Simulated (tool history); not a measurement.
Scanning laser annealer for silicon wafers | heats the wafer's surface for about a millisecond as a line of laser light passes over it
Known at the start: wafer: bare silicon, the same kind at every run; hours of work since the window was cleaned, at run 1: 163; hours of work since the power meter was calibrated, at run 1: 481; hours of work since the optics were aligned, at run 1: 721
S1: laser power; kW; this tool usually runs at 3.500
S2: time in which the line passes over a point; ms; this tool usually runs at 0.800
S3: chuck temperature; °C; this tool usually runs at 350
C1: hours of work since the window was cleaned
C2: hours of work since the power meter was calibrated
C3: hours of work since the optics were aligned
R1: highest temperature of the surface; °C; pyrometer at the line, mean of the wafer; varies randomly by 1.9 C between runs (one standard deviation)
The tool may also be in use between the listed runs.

run 1 day=0.000 | S1=3.500 S2=0.800 S3=350 | C1=163 C2=481 C3=721 | R1=1115
run 2 day=0.779 | S1=3.500 S2=0.800 S3=350 | C1=173 C2=492 C3=731 | R1=1113
run 3 day=2.142 | S1=3.151 S2=0.800 S3=350 | C1=191 C2=509 C3=749 | R1=1023
run 4 day=3.221 | S1=3.151 S2=0.800 S3=350 | C1=205 C2=524 C3=763 | R1=1021
run 5 day=4.421 | S1=3.457 S2=0.800 S3=350 | C1=221 C2=539 C3=779 | R1=1101
run 6 day=5.396 | S1=3.457 S2=0.800 S3=350 | C1=234 C2=552 C3=792 | R1=1098
run 7 day=6.229 | S1=3.457 S2=0.581 S3=350 | C1=245 C2=563 C3=803 | R1=992
run 8 day=6.958 | S1=3.457 S2=0.581 S3=350 | C1=254 C2=573 C3=813 | R1=993
run 9 day=8.017 | S1=3.692 S2=0.800 S3=350 | C1=268 C2=587 C3=827 | R1=1157
run 10 day=8.708 | S1=3.500 S2=0.800 S3=350 | C1=277 C2=596 C3=836 | R1=1107
run 11 day=9.304 | S1=3.500 S2=0.637 S3=350 | C1=285 C2=604 C3=844 | R1=1026
run 12 day=10.258 | S1=3.500 S2=0.637 S3=350 | C1=298 C2=616 C3=856 | R1=1028
run 13 day=11.217 | S1=3.500 S2=0.637 S3=350 | C1=310 C2=629 C3=869 | R1=1024
run 14 day=12.388 | S1=3.500 S2=0.800 S3=348 | C1=326 C2=644 C3=884 | R1=1103
run 15 day=13.367 | S1=3.500 S2=0.800 S3=348 | C1=339 C2=657 C3=897 | R1=1099
run 16 day=14.171 | S1=3.796 S2=0.800 S3=350 | C1=349 C2=668 C3=908 | R1=1179
run 17 day=14.838 | S1=3.217 S2=0.718 S3=350 | C1=358 C2=677 C3=916 | R1=994
run 18 day=15.388 | S1=3.500 S2=0.634 S3=323 | C1=365 C2=684 C3=924 | R1=998
run 19 day=16.567 | S1=3.704 S2=0.851 S3=323 | C1=381 C2=699 C3=939 | R1=1147
run 20 day=17.167 | S1=3.704 S2=0.851 S3=323 | C1=389 C2=707 C3=947 | R1=1143
run 21 day=18.183 | S1=3.704 S2=0.851 S3=323 | C1=402 C2=721 C3=961 | R1=1149
run 22 day=19.129 | S1=3.704 S2=0.851 S3=315 | C1=415 C2=733 C3=973 | R1=1134
run 23 day=20.025 | S1=3.670 S2=0.766 S3=366 | C1=427 C2=745 C3=985 | R1=1142
run 24 day=21.154 | S1=3.670 S2=0.766 S3=366 | C1=441 C2=760 C3=1000 | R1=1137
-- day=21.600 window over the wafer cleaned
run 25 day=21.921 | S1=3.341 S2=0.691 S3=364 | C1=4 C2=769 C3=1009 | R1=1048

Difference, measured minus no-hidden-state, one row per run. Run-to-run variation is common to both terms; the gauge's own scatter need not be:
The tool's hidden condition here consists of: light that passes the window, % of a clean one's; laser's true power over the reading, %; width of the line over the set one, %; drift of the gauge itself on peak_c, C.
run=1 R1=-19
run=2 R1=-20
run=3 R1=-19
run=4 R1=-20
run=5 R1=-24
run=6 R1=-25
run=7 R1=-22
run=8 R1=-23
run=9 R1=-30
run=10 R1=-29
run=11 R1=-26
run=12 R1=-27
run=13 R1=-28
run=14 R1=-33
run=15 R1=-33
run=16 R1=-38
run=17 R1=-30
run=18 R1=-32
run=19 R1=-41
run=20 R1=-41
run=21 R1=-43
run=22 R1=-43
run=23 R1=-42
run=24 R1=-43
run=25 R1=-8

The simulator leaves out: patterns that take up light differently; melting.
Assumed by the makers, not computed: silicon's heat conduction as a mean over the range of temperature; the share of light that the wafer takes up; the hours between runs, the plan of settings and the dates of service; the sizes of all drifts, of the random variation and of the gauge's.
